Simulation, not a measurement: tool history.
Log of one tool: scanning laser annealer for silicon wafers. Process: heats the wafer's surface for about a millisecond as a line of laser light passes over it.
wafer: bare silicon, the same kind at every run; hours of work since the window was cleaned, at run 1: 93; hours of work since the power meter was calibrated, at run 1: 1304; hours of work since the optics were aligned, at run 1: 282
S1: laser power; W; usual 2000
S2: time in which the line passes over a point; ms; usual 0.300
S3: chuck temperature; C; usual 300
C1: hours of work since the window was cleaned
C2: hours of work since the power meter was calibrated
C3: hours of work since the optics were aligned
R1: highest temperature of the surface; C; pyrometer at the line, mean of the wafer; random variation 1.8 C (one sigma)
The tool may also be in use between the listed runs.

run    hour    S1     S2   S3   C1    C2   C3    R1
  1     0.0  2000  0.300  300   93  1304  282  1008
  2    38.1  2000  0.300  300  114  1325  302  1005
  3    97.3  2000  0.263  300  146  1357  335   960
  4   123.7  2000  0.263  300  160  1371  349   958
  5   167.7  2132  0.263  300  184  1395  373  1002
  6   214.3  2000  0.300  300  210  1421  399   997
  7   272.8  2000  0.300  300  242  1453  431   996
  8   299.6  2000  0.300  300  256  1468  445   995
  9   336.0  2000  0.300  300  276  1487  465   994
 10   382.5  2000  0.300  300  302  1513  491   992
 11   417.5  2000  0.300  300  321  1532  510   989
 12   453.2  2000  0.300  300  340  1551  529   993
 13   479.8  2000  0.300  300  355  1566  544   988
      485.7  -- window over the wafer cleaned
 14   527.9  2000  0.300  300   23  1591  569  1012
 15   580.6  2000  0.300  300   52  1620  598  1009
      588.1  -- optics aligned, line set to its width
 16   632.0  1933  0.211  295   77  1645   24   862
 17   656.4  1933  0.211  297   91  1659   37   867
 18   709.3  2124  0.282  297  119  1688   66  1022
 19   740.7  2124  0.282  297  137  1705   83  1018
 20   796.3  1796  0.210  262  167  1735  114   784
      843.5  -- optics aligned, line set to its width, once more
 21   848.2  1796  0.210  262  193  1761    3   784
 22   877.6  2075  0.314  300  209  1777   19  1044
 23   910.1  2075  0.329  300  226  1795   36  1059
 24   942.2  2075  0.329  300  244  1812   54  1061
 25   976.5  1759  0.346  337  263  1831   73   988
 26  1030.9  1759  0.346  337  292  1861  102   987
 27  1071.5  2105  0.346  277  315  1883  125  1063
 28  1107.9  1733  0.300  292  335  1903  145   885

How the hidden state differs across the entries between the runs, from the last listed run before each to the first after it:
Between runs 13 and 14: window over the wafer cleaned (hour 485.7)
  light that passes the window, % of a clean one's: 97.27 -> 99.79; laser's true power over the reading, %: -0.71 -> -0.72; width of the line over the set one, %: 0.63 -> 0.66
  measured less the result without the state, R1: -29 -> -9 C
Between runs 15 and 16: optics aligned, line set to its width (hour 588.1)
  light that passes the window, % of a clean one's: 99.58 -> 99.38; laser's true power over the reading, %: -0.74 -> -0.76; width of the line over the set one, %: 0.69 -> 0.97
  measured less the result without the state, R1: -12 -> -12 C
Between runs 20 and 21: optics aligned, line set to its width, once more (hour 843.5)
  light that passes the window, % of a clean one's: 98.71 -> 98.52; laser's true power over the reading, %: -0.82 -> -0.83; width of the line over the set one, %: 1.06 -> 0.13
  measured less the result without the state, R1: -16 -> -13 C
